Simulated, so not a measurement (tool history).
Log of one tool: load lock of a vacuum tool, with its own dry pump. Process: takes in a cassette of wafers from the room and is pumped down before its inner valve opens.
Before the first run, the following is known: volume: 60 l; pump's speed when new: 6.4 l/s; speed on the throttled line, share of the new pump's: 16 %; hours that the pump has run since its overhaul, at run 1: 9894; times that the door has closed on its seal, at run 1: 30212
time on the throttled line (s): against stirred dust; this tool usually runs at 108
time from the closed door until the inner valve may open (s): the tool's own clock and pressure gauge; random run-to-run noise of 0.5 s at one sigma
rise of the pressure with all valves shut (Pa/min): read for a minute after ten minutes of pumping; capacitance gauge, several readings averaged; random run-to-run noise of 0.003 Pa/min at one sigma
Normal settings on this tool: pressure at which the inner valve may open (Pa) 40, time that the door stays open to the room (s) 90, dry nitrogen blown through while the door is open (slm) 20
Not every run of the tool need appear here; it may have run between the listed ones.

run,day,time on the throttled line (s),pressure at which the inner valve may open (Pa),time that the door stays open to the room (s),dry nitrogen blown through while the door is open (slm),hours that the pump has run since its overhaul,times that the door has closed on its seal,"incoming humidity of the room's air, %",time from the closed door until the inner valve may open (s),rise of the pressure with all valves shut (Pa/min)
1,0,108,40,90,20,9894,30212,44.3,168.3,0.253
2,13.546,108,40,90,29,10219,30665,42.1,167.2,0.244
3,24.942,108,40,90,29,10492,31046,46.9,167.6,0.247
4,37.238,108,73,90,20,10787,31457,48.8,162,0.265
5,47.558,108,73,90,20,11035,31803,45.9,162.3,0.263
6,59.417,108,73,90,20,11320,32199,47.5,161.7,0.273
7,81.008,108,40,90,20,11838,32921,43.6,167.8,0.276
8,98.146,54,28,31,31,12249,33494,45.3,127.1,0.256
9,113.238,54,28,31,31,12611,33999,44.4,126.4,0.265
10,132.925,87,33,90,20,13084,34657,40.3,152.9,0.291
11,142.733,87,33,90,20,13319,34985,46.5,153.1,0.302
12,151.975,87,33,90,20,13541,35294,46.1,153,0.299
13,171.942,87,33,90,20,14020,35961,42.2,153.1,0.306

Predict each of these 3 candidate next runs independently; none follows another, all start after run 13:
A,182.625,129,77,90,8,14277,36319,45.1,?,?
B,182.625,108,34,90,20,14277,36319,45.7,?,?
C,182.625,87,33,90,9,14277,36319,44.1,?,?

run,time from the closed door until the inner valve may open (s),rise of the pressure with all valves shut (Pa/min)
A,179.3,0.333
B,170.9,0.321
C,152.9,0.327
With no hidden state in the tool, these same runs would have given:
run,time from the closed door until the inner valve may open (s),rise of the pressure with all valves shut (Pa/min)
A,176,0.063
B,166.8,0.05
C,148.6,0.061
